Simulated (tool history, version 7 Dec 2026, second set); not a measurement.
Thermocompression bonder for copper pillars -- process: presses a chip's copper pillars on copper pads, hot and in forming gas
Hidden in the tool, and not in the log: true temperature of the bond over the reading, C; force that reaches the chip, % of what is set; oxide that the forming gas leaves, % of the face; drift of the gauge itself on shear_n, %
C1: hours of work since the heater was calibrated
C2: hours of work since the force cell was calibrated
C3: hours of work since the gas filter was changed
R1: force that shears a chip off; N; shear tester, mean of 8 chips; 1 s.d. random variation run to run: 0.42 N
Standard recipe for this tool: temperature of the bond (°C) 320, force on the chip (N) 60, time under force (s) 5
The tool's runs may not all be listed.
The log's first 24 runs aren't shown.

Run 25, hour 289.8: usual settings but temperature of the bond (°C) 324, force on the chip (N) 39, time under force (s) 4; C1 606; C2 292; C3 137. Result: R1 42.7 N.
Run 26, hour 306.2: usual settings but temperature of the bond (°C) 319, force on the chip (N) 39; C1 615; C2 300; C3 145. Result: R1 45.2 N.
Run 27, hour 322.8: usual settings but force on the chip (N) 50, time under force (s) 4; C1 623; C2 309; C3 154. Result: R1 54.7 N.
Run 28, hour 331.3: usual settings but temperature of the bond (°C) 315, force on the chip (N) 81, time under force (s) 7; C1 628; C2 313; C3 158. Result: R1 91.7 N.
Run 29, hour 340: usual settings but temperature of the bond (°C) 300, force on the chip (N) 38, time under force (s) 11; C1 632; C2 318; C3 163. Result: R1 50.3 N.
Run 30, hour 353.5: usual settings but temperature of the bond (°C) 300, force on the chip (N) 38, time under force (s) 11; C1 639; C2 325; C3 170. Result: R1 50.6 N.
Run 31, hour 364.4: usual settings but time under force (s) 10; C1 645; C2 331; C3 175. Result: R1 83.8 N.
At hour 376.2: heater calibrated with a thermocouple chip.
Run 32, hour 382.5: usual settings but temperature of the bond (°C) 306, time under force (s) 10; C1 3; C2 339; C3 184. Result: R1 78.5 N.
Run 33, hour 391.8: usual settings but temperature of the bond (°C) 306, time under force (s) 10; C1 8; C2 344; C3 189. Result: R1 77.6 N.
Run 34, hour 409.6: usual settings but temperature of the bond (°C) 306, time under force (s) 10; C1 17; C2 353; C3 198. Result: R1 77.9 N.
Run 35, hour 426.9: usual settings but temperature of the bond (°C) 310, time under force (s) 3; C1 26; C2 362; C3 207. Result: R1 53.6 N.
Run 36, hour 444.4: usual settings but temperature of the bond (°C) 310, force on the chip (N) 50, time under force (s) 9; C1 35; C2 371; C3 216. Result: R1 66 N.

Alternative continuations, all from the tool just after run 36; predict every row:
At hour 457.1: forming gas filter changed.
Run A, hour 457.1: usual settings but temperature of the bond (°C) 310, force on the chip (N) 82, time under force (s) 8; C1 42; C2 377; C3 0. Result: R1 ?.
At hour 457.1: forming gas filter changed.
Run B, hour 457.1: usual settings but temperature of the bond (°C) 298, force on the chip (N) 36, time under force (s) 3; C1 42; C2 377; C3 0. Result: R1 ?.
At hour 457.1: forming gas filter changed.
Run C, hour 457.1: usual settings but force on the chip (N) 81; C1 42; C2 377; C3 0. Result: R1 ?.
At hour 457.1: forming gas filter changed.
Run D, hour 457.1: usual settings but temperature of the bond (°C) 307, force on the chip (N) 51; C1 42; C2 377; C3 0. Result: R1 ?.

run    R1
  A  92.5
  B  27.3
  C  87.6
  D  54.6
Without the tool's hidden state the same runs would have given:
run    R1
  A  92.3
  B  27.2
  C  87.4
  D  54.4
